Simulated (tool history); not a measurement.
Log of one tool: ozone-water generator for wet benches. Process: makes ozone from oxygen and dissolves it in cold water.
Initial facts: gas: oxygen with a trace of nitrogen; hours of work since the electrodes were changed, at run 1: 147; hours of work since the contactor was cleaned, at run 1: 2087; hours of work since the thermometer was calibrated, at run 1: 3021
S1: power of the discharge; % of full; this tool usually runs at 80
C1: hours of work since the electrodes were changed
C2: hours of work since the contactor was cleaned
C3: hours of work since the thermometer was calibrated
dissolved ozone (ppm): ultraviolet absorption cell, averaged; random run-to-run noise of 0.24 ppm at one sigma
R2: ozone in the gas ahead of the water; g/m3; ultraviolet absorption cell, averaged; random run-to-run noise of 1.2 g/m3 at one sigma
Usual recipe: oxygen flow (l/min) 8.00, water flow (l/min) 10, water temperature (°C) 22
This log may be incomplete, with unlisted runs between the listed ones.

run 1 hour=0.0 | S1=80 oxygen_flow_(l/min)=8.00 water_flow_(l/min)=10 water_temperature_(°C)=22 | C1=147 C2=2087 C3=3021 | dissolved_ozone_(ppm)=36.1 R2=214.7
run 2 hour=74.9 | S1=80 oxygen_flow_(l/min)=8.00 water_flow_(l/min)=10 water_temperature_(°C)=22 | C1=216 C2=2155 C3=3090 | dissolved_ozone_(ppm)=36.0 R2=214.5
run 3 hour=118.4 | S1=80 oxygen_flow_(l/min)=8.00 water_flow_(l/min)=10 water_temperature_(°C)=22 | C1=256 C2=2195 C3=3129 | dissolved_ozone_(ppm)=36.0 R2=214.2
run 4 hour=205.2 | S1=74 oxygen_flow_(l/min)=8.00 water_flow_(l/min)=10 water_temperature_(°C)=22 | C1=335 C2=2274 C3=3209 | dissolved_ozone_(ppm)=33.5 R2=200.8
run 5 hour=283.2 | S1=80 oxygen_flow_(l/min)=8.00 water_flow_(l/min)=8 water_temperature_(°C)=22 | C1=406 C2=2346 C3=3280 | dissolved_ozone_(ppm)=39.1 R2=215.9
run 6 hour=342.4 | S1=80 oxygen_flow_(l/min)=8.00 water_flow_(l/min)=8 water_temperature_(°C)=22 | C1=461 C2=2400 C3=3334 | dissolved_ozone_(ppm)=39.3 R2=215.6
-- hour=354.2 water thermometer calibrated
run 7 hour=391.6 | S1=80 oxygen_flow_(l/min)=8.00 water_flow_(l/min)=8 water_temperature_(°C)=22 | C1=505 C2=2444 C3=34 | dissolved_ozone_(ppm)=39.1 R2=216.5
run 8 hour=431.7 | S1=80 oxygen_flow_(l/min)=8.00 water_flow_(l/min)=8 water_temperature_(°C)=22 | C1=542 C2=2481 C3=71 | dissolved_ozone_(ppm)=39.5 R2=214.2
run 9 hour=524.1 | S1=80 oxygen_flow_(l/min)=8.00 water_flow_(l/min)=8 water_temperature_(°C)=22 | C1=626 C2=2566 C3=155 | dissolved_ozone_(ppm)=39.2 R2=214.5
run 10 hour=599.9 | S1=80 oxygen_flow_(l/min)=8.00 water_flow_(l/min)=8 water_temperature_(°C)=22 | C1=696 C2=2635 C3=225 | dissolved_ozone_(ppm)=38.7 R2=214.7
run 11 hour=647.5 | S1=80 oxygen_flow_(l/min)=8.00 water_flow_(l/min)=8 water_temperature_(°C)=22 | C1=739 C2=2678 C3=268 | dissolved_ozone_(ppm)=39.0 R2=214.2
run 12 hour=721.0 | S1=80 oxygen_flow_(l/min)=8.00 water_flow_(l/min)=8 water_temperature_(°C)=22 | C1=806 C2=2746 C3=335 | dissolved_ozone_(ppm)=39.0 R2=214.8
run 13 hour=808.7 | S1=80 oxygen_flow_(l/min)=8.00 water_flow_(l/min)=8 water_temperature_(°C)=22 | C1=887 C2=2826 C3=416 | dissolved_ozone_(ppm)=38.9 R2=215.3
run 14 hour=882.4 | S1=80 oxygen_flow_(l/min)=8.00 water_flow_(l/min)=8 water_temperature_(°C)=22 | C1=954 C2=2893 C3=483 | dissolved_ozone_(ppm)=38.8 R2=214.0
run 15 hour=961.4 | S1=80 oxygen_flow_(l/min)=8.00 water_flow_(l/min)=8 water_temperature_(°C)=22 | C1=1026 C2=2966 C3=555 | dissolved_ozone_(ppm)=38.8 R2=215.3
run 16 hour=1042.5 | S1=84 oxygen_flow_(l/min)=4.46 water_flow_(l/min)=14 water_temperature_(°C)=21 | C1=1100 C2=3040 C3=630 | dissolved_ozone_(ppm)=38.0 R2=324.2
run 17 hour=1135.7 | S1=45 oxygen_flow_(l/min)=8.00 water_flow_(l/min)=11 water_temperature_(°C)=25 | C1=1186 C2=3125 C3=715 | dissolved_ozone_(ppm)=19.2 R2=127.2
run 18 hour=1210.7 | S1=54 oxygen_flow_(l/min)=8.00 water_flow_(l/min)=11 water_temperature_(°C)=16 | C1=1254 C2=3194 C3=783 | dissolved_ozone_(ppm)=27.9 R2=150.4
run 19 hour=1292.9 | S1=77 oxygen_flow_(l/min)=8.00 water_flow_(l/min)=10 water_temperature_(°C)=16 | C1=1329 C2=3269 C3=859 | dissolved_ozone_(ppm)=40.0 R2=209.3
run 20 hour=1346.1 | S1=77 oxygen_flow_(l/min)=8.90 water_flow_(l/min)=10 water_temperature_(°C)=17 | C1=1378 C2=3317 C3=907 | dissolved_ozone_(ppm)=37.2 R2=194.9
run 21 hour=1399.8 | S1=80 oxygen_flow_(l/min)=4.97 water_flow_(l/min)=10 water_temperature_(°C)=22 | C1=1427 C2=3367 C3=956 | dissolved_ozone_(ppm)=42.6 R2=289.3
run 22 hour=1454.1 | S1=80 oxygen_flow_(l/min)=6.14 water_flow_(l/min)=10 water_temperature_(°C)=19 | C1=1477 C2=3416 C3=1006 | dissolved_ozone_(ppm)=42.6 R2=255.2
run 23 hour=1511.9 | S1=80 oxygen_flow_(l/min)=6.14 water_flow_(l/min)=10 water_temperature_(°C)=19 | C1=1530 C2=3469 C3=1059 | dissolved_ozone_(ppm)=42.3 R2=254.0
run 24 hour=1581.7 | S1=80 oxygen_flow_(l/min)=6.14 water_flow_(l/min)=10 water_temperature_(°C)=19 | C1=1594 C2=3533 C3=1123 | dissolved_ozone_(ppm)=41.9 R2=252.4
run 25 hour=1651.1 | S1=80 oxygen_flow_(l/min)=6.14 water_flow_(l/min)=10 water_temperature_(°C)=19 | C1=1657 C2=3596 C3=1186 | dissolved_ozone_(ppm)=42.6 R2=255.3
run 26 hour=1697.2 | S1=65 oxygen_flow_(l/min)=11.11 water_flow_(l/min)=10 water_temperature_(°C)=22 | C1=1699 C2=3639 C3=1228 | dissolved_ozone_(ppm)=26.1 R2=144.0
run 27 hour=1763.3 | S1=50 oxygen_flow_(l/min)=4.08 water_flow_(l/min)=10 water_temperature_(°C)=22 | C1=1760 C2=3699 C3=1289 | dissolved_ozone_(ppm)=28.8 R2=218.2

Below are 5 alternative next runs, each starting from the tool's condition after run 27. Predict each:
run A hour=1809.3 | S1=50 oxygen_flow_(l/min)=5.09 water_flow_(l/min)=10 water_temperature_(°C)=17 | C1=1802 C2=3741 C3=1331 | dissolved_ozone_(ppm)=? R2=?
run B hour=1809.3 | S1=50 oxygen_flow_(l/min)=13.89 water_flow_(l/min)=10 water_temperature_(°C)=22 | C1=1802 C2=3741 C3=1331 | dissolved_ozone_(ppm)=? R2=?
run C hour=1809.3 | S1=50 oxygen_flow_(l/min)=4.08 water_flow_(l/min)=7 water_temperature_(°C)=22 | C1=1802 C2=3741 C3=1331 | dissolved_ozone_(ppm)=? R2=?
run D hour=1809.3 | S1=74 oxygen_flow_(l/min)=10.15 water_flow_(l/min)=14 water_temperature_(°C)=22 | C1=1802 C2=3741 C3=1331 | dissolved_ozone_(ppm)=? R2=?
run E hour=1809.3 | S1=50 oxygen_flow_(l/min)=6.27 water_flow_(l/min)=13 water_temperature_(°C)=22 | C1=1802 C2=3741 C3=1331 | dissolved_ozone_(ppm)=? R2=?

run=A dissolved_ozone_(ppm)=30.0 R2=187.0
run=B dissolved_ozone_(ppm)=18.8 R2=98.6
run=C dissolved_ozone_(ppm)=34.5 R2=216.2
run=D dissolved_ozone_(ppm)=26.7 R2=171.6
run=E dissolved_ozone_(ppm)=22.8 R2=164.6
Stripped of hidden state, with their random variation kept, the same runs would have yielded:
run=A dissolved_ozone_(ppm)=30.1 R2=187.0
run=B dissolved_ozone_(ppm)=18.8 R2=98.7
run=C dissolved_ozone_(ppm)=34.6 R2=216.3
run=D dissolved_ozone_(ppm)=26.8 R2=171.6
run=E dissolved_ozone_(ppm)=22.8 R2=164.7
